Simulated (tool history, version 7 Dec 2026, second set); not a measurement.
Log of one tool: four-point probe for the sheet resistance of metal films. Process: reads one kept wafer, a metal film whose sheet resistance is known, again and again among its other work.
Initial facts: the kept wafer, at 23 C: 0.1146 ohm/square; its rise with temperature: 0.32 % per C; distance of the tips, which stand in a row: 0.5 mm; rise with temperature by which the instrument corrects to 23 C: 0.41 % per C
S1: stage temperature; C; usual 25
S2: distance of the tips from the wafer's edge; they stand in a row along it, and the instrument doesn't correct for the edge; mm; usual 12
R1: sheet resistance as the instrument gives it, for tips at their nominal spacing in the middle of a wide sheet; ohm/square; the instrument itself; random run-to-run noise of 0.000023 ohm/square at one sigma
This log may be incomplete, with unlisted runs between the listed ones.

run   hour  S1  S2        R1
  1    0.0  25  12  0.114560
  2   25.9  25  12  0.114593
  3   48.6  23  12  0.114819
  4   67.3  23  12  0.114821
  5   99.8  23  12  0.114841
  6  124.6  23  12  0.114823
  7  146.4  22  12  0.114966
  8  177.7  25   4  0.115536
  9  204.6  25  12  0.114724
 10  224.1  25  12  0.114701
 11  241.8  25  12  0.114710
 12  274.5  25  12  0.114753
     276.9  -- stage's thermometer calibrated
 13  307.6  25  12  0.114706
 14  340.1  20  34  0.115142
 15  370.0  18  35  0.115410
 16  398.2  23  23  0.114884
 17  418.6  19   6  0.115711
     421.4  -- stage's thermometer calibrated, once more
 18  434.0  19   6  0.115832
 19  465.9  29  14  0.114469
 20  495.8  26  25  0.114715
 21  513.3  20  20  0.115370
 22  538.4  20   4  0.116331

What if the next run were any one of these 4? Each begins from the tool's condition after run 22:
  A  558.1  25  71   ?
  B  558.1  26   9   ?
  C  558.1  33  62   ?
  D  558.1  27  18   ?

run        R1
  A  0.114810
  B  0.114925
  C  0.114071
  D  0.114659
Without the tool's unlogged condition, the same runs would have read:
run        R1
  A  0.114375
  B  0.114490
  C  0.113639
  D  0.114225
